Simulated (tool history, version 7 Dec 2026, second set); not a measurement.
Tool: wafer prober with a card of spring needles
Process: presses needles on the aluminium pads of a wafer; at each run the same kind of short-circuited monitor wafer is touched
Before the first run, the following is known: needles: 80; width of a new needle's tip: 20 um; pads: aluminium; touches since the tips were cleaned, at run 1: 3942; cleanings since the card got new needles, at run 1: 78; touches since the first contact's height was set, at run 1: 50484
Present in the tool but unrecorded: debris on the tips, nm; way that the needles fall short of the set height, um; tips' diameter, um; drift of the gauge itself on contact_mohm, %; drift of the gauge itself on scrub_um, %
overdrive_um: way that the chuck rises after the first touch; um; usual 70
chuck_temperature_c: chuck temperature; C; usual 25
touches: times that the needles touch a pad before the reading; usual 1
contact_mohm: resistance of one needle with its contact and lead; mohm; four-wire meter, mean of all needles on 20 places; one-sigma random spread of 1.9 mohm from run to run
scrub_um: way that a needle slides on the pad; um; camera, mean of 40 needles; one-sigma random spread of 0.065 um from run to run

run    hour  overdrive_um  chuck_temperature_c  touches  touches since the tips were cleaned  cleanings since the card got new needles  touches since the first contact's height was set  contact_mohm  scrub_um
  1       0            70                   25        1                                 3942                                        78                                             50484           228     14.88
        4.5  -- tips cleaned on abrasive film
       15.6  -- tips cleaned on abrasive film
       26.7  -- tips cleaned on abrasive film
       35.6  -- tips cleaned on abrasive film
  2    38.7            69                   25        1                                 2340                                        82                                             79421           221     14.62
       45.4  -- tips cleaned on abrasive film
       54.3  -- tips cleaned on abrasive film
       63.2  -- tips cleaned on abrasive film
       73.5  -- tips cleaned on abrasive film
  3    73.5            69                   25        1                                    0                                        86                                            105412           202     14.48
       84.6  -- tips cleaned on abrasive film
       93.5  -- tips cleaned on abrasive film
      104.6  -- tips cleaned on abrasive film
      113.4  -- tips cleaned on abrasive film
      122.3  -- tips cleaned on abrasive film
      131.2  -- tips cleaned on abrasive film
  4   132.2            70                   42        1                                  721                                        92                                            149350           212     14.55
      141.1  -- tips cleaned on abrasive film
      152.2  -- tips cleaned on abrasive film
      161.1  -- tips cleaned on abrasive film
      163.6  -- height of the first contact set anew
      170.3  -- tips cleaned on abrasive film
  5   173.9            70                   74        1                                 2750                                        96                                              7736           234     15.14
      180.6  -- tips cleaned on abrasive film
      189.5  -- tips cleaned on abrasive film
      198.4  -- tips cleaned on abrasive film
      209.5  -- tips cleaned on abrasive film
      218.4  -- tips cleaned on abrasive film
      229.5  -- tips cleaned on abrasive film
  6   232.1            70                   25        1                                 2006                                       102                                             51298           221     14.83
      238.8  -- tips cleaned on abrasive film
      249.9  -- tips cleaned on abrasive film
      258.8  -- tips cleaned on abrasive film
      267.7  -- tips cleaned on abrasive film
  7   274.9            70                   39        1                                 5445                                       106                                             83336           248     14.92
      277.2  -- tips cleaned on abrasive film
      286.1  -- tips cleaned on abrasive film
        295  -- tips cleaned on abrasive film
      306.1  -- tips cleaned on abrasive film
      317.2  -- tips cleaned on abrasive film
  8   323.2            69                   25        1                                 4507                                       111                                            119425           238      14.5
      327.7  -- tips cleaned on abrasive film
      338.8  -- tips cleaned on abrasive film
      349.9  -- tips cleaned on abrasive film
      358.8  -- tips cleaned on abrasive film
      369.8  -- tips cleaned on abrasive film
      380.9  -- tips cleaned on abrasive film
  9   381.2            70                   57        1                                  184                                       117                                            162828           215     14.58
      390.1  -- tips cleaned on abrasive film
      394.8  -- height of the first contact set anew
      401.5  -- tips cleaned on abrasive film
      412.6  -- tips cleaned on abrasive film
      423.7  -- tips cleaned on abrasive film
      434.8  -- tips cleaned on abrasive film
 10   443.1            70                   25        1                                 6309                                       122                                             36229           247     14.96
      445.4  -- tips cleaned on abrasive film
      454.3  -- tips cleaned on abrasive film
      463.2  -- tips cleaned on abrasive film
      474.3  -- tips cleaned on abrasive film
      483.2  -- tips cleaned on abrasive film
      492.1  -- tips cleaned on abrasive film
 11   493.6            55                   25        1                                 1151                                       128                                             73950           221     11.62
      502.5  -- tips cleaned on abrasive film
      513.6  -- tips cleaned on abrasive film
      522.5  -- tips cleaned on abrasive film
      533.6  -- tips cleaned on abrasive film
      544.7  -- tips cleaned on abrasive film
 12     550            55                   25        1                                 4043                                       133                                            116225           263     11.49
      554.5  -- tips cleaned on abrasive film
      563.4  -- tips cleaned on abrasive film
      572.3  -- tips cleaned on abrasive film
      581.2  -- tips cleaned on abrasive film
      592.3  -- tips cleaned on abrasive film
 13   598.9            51                   25        1                                 4944                                       138                                            152751           280     10.42
      603.4  -- tips cleaned on abrasive film
      614.5  -- tips cleaned on abrasive film
      625.5  -- tips cleaned on abrasive film
      625.8  -- height of the first contact set anew
      634.7  -- tips cleaned on abrasive film
      643.6  -- tips cleaned on abrasive film
      652.5  -- tips cleaned on abrasive film
 14   652.6            52                   30        1                                   66                                       144                                             20013           212     11.06
      661.5  -- tips cleaned on abrasive film
      670.4  -- tips cleaned on abrasive film
      679.3  -- tips cleaned on abrasive film
      690.4  -- tips cleaned on abrasive film
 15   697.2            52                   30        1                                 5117                                       148                                             53393           285     10.99
      699.5  -- tips cleaned on abrasive film
      708.4  -- tips cleaned on abrasive film
      719.5  -- tips cleaned on abrasive film
      730.6  -- tips cleaned on abrasive film
      741.7  -- tips cleaned on abrasive film
 16   742.2            52                   30        1                                  377                                       153                                             87017           223     10.86
      751.1  -- tips cleaned on abrasive film
        760  -- tips cleaned on abrasive film
        771  -- tips cleaned on abrasive film
      780.1  -- tips cleaned on abrasive film
 17   780.1            65                   45        1                                    0                                       157                                            115365           212     13.58
      791.1  -- tips cleaned on abrasive film
        800  -- tips cleaned on abrasive film
      808.9  -- tips cleaned on abrasive film
      817.8  -- tips cleaned on abrasive film
      826.7  -- tips cleaned on abrasive film
 18   832.3            69                   75        1                                 4185                                       162                                            154447           255     14.34
      836.8  -- tips cleaned on abrasive film
      845.7  -- tips cleaned on abrasive film
      854.6  -- tips cleaned on abrasive film
      857.1  -- height of the first contact set anew
      863.8  -- tips cleaned on abrasive film
      872.6  -- tips cleaned on abrasive film
      881.5  -- tips cleaned on abrasive film
 19   888.7            58                   35        1                                 5411                                       168                                             23696           268     12.32
        891  -- tips cleaned on abrasive film
      902.1  -- tips cleaned on abrasive film
      913.2  -- tips cleaned on abrasive film
      924.3  -- tips cleaned on abrasive film
      933.2  -- tips cleaned on abrasive film
 20   933.6            70                   47        1                                  293                                       173                                             57235           216     14.82
      942.5  -- tips cleaned on abrasive film
      951.4  -- tips cleaned on abrasive film
      962.5  -- tips cleaned on abrasive film
      971.4  -- tips cleaned on abrasive film
 21   972.1            63                   61        1                                  562                                       177                                             86055           223     13.31
        981  -- tips cleaned on abrasive film
      989.9  -- tips cleaned on abrasive film
      999.4  -- tips cleaned on abrasive film
 22   999.4            70                   35        1                                    0                                       180                                            106447           206      14.6
     1010.5  -- tips cleaned on abrasive film
     1019.4  -- tips cleaned on abrasive film
     1028.3  -- tips cleaned on abrasive film
     1037.2  -- tips cleaned on abrasive film
     1046.1  -- tips cleaned on abrasive film
 23  1052.8            86                   34        1                                 5123                                       185                                            146476           236     17.99
     1055.1  -- tips cleaned on abrasive film
       1064  -- tips cleaned on abrasive film
     1072.9  -- tips cleaned on abrasive film
     1081.8  -- tips cleaned on abrasive film
 24  1084.3            71                   39        1                                 1882                                       189                                            169959           229     14.65

Predict each of these 3 candidate next runs independently; none follows another, all start after run 24:
     1086.8  -- height of the first contact set anew
     1091.3  -- tips cleaned on abrasive film
     1102.4  -- tips cleaned on abrasive film
     1111.3  -- tips cleaned on abrasive film
     1120.2  -- tips cleaned on abrasive film
     1129.1  -- tips cleaned on abrasive film
  A  1133            71                   53        1                                 2964                                       194                                             34547             ?         ?
     1086.8  -- height of the first contact set anew
     1091.3  -- tips cleaned on abrasive film
     1102.4  -- tips cleaned on abrasive film
     1111.3  -- tips cleaned on abrasive film
     1120.2  -- tips cleaned on abrasive film
     1129.1  -- tips cleaned on abrasive film
  B  1133            70                   96        1                                 2964                                       194                                             34547             ?         ?
     1086.8  -- height of the first contact set anew
     1091.3  -- tips cleaned on abrasive film
     1102.4  -- tips cleaned on abrasive film
     1111.3  -- tips cleaned on abrasive film
     1120.2  -- tips cleaned on abrasive film
     1129.1  -- tips cleaned on abrasive film
  C  1133            85                   25        2                                 2964                                       194                                             34547             ?         ?

run  contact_mohm  scrub_um
  A           239     15.06
  B           247     14.82
  C           213        18
Without the tool's hidden state the same runs would have given:
run  contact_mohm  scrub_um
  A           203     15.16
  B           212     14.92
  C           195      18.1
